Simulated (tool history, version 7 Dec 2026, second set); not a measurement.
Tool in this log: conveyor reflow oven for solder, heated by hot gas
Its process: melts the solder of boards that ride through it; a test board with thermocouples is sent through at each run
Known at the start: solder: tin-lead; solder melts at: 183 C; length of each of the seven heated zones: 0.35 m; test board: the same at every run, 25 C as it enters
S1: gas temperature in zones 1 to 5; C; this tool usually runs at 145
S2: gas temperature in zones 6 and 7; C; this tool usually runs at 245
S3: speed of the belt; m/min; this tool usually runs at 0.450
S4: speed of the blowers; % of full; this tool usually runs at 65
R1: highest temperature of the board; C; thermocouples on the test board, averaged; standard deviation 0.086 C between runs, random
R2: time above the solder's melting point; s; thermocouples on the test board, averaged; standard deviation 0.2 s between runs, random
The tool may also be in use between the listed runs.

run 1 hour=0.0 | S1=145 S2=245 S3=0.450 S4=65 | R1=233.60 R2=86.7
run 2 hour=24.8 | S1=145 S2=245 S3=0.450 S4=65 | R1=233.61 R2=86.7
run 3 hour=60.2 | S1=145 S2=245 S3=0.450 S4=65 | R1=233.49 R2=86.4
run 4 hour=85.3 | S1=145 S2=245 S3=0.450 S4=65 | R1=233.41 R2=86.7
run 5 hour=107.5 | S1=145 S2=245 S3=0.450 S4=65 | R1=233.52 R2=86.8
-- hour=136.1 thermocouples of zones 6 and 7 changed
run 6 hour=138.8 | S1=145 S2=245 S3=0.450 S4=65 | R1=232.06 R2=85.9
run 7 hour=156.8 | S1=145 S2=245 S3=0.450 S4=65 | R1=232.19 R2=85.9
run 8 hour=190.4 | S1=145 S2=245 S3=0.450 S4=65 | R1=231.79 R2=86.0
run 9 hour=213.7 | S1=145 S2=245 S3=0.450 S4=65 | R1=231.82 R2=85.9
run 10 hour=235.7 | S1=145 S2=245 S3=0.392 S4=65 | R1=235.45 R2=101.2
run 11 hour=254.6 | S1=144 S2=250 S3=0.392 S4=65 | R1=240.09 R2=103.6
-- hour=264.8 flux residue cleaned out of gas plates and filters
run 12 hour=295.3 | S1=160 S2=243 S3=0.392 S4=65 | R1=236.27 R2=109.2
run 13 hour=312.4 | S1=160 S2=243 S3=0.392 S4=65 | R1=236.33 R2=109.1
run 14 hour=326.9 | S1=160 S2=243 S3=0.392 S4=65 | R1=236.21 R2=109.0
run 15 hour=354.6 | S1=160 S2=243 S3=0.392 S4=65 | R1=236.16 R2=109.0
run 16 hour=375.1 | S1=132 S2=245 S3=0.532 S4=67 | R1=225.72 R2=64.4
run 17 hour=391.5 | S1=145 S2=245 S3=0.363 S4=58 | R1=237.37 R2=111.2
run 18 hour=412.5 | S1=145 S2=245 S3=0.363 S4=58 | R1=237.27 R2=110.8

Consider 3 possible next runs. They are alternatives, not a sequence: every one starts from the tool as it was left by run 18. What does each give?
run A hour=444.9 | S1=145 S2=250 S3=0.395 S4=54 | R1=? R2=?
run B hour=444.9 | S1=153 S2=255 S3=0.450 S4=60 | R1=? R2=?
run C hour=444.9 | S1=145 S2=245 S3=0.477 S4=67 | R1=? R2=?

run=A R1=239.17 R2=103.6
run=B R1=242.26 R2=95.7
run=C R1=231.61 R2=81.3
With no hidden state in the tool, these same runs would have given:
run=A R1=238.69 R2=101.4
run=B R1=241.90 R2=93.7
run=C R1=231.38 R2=79.7
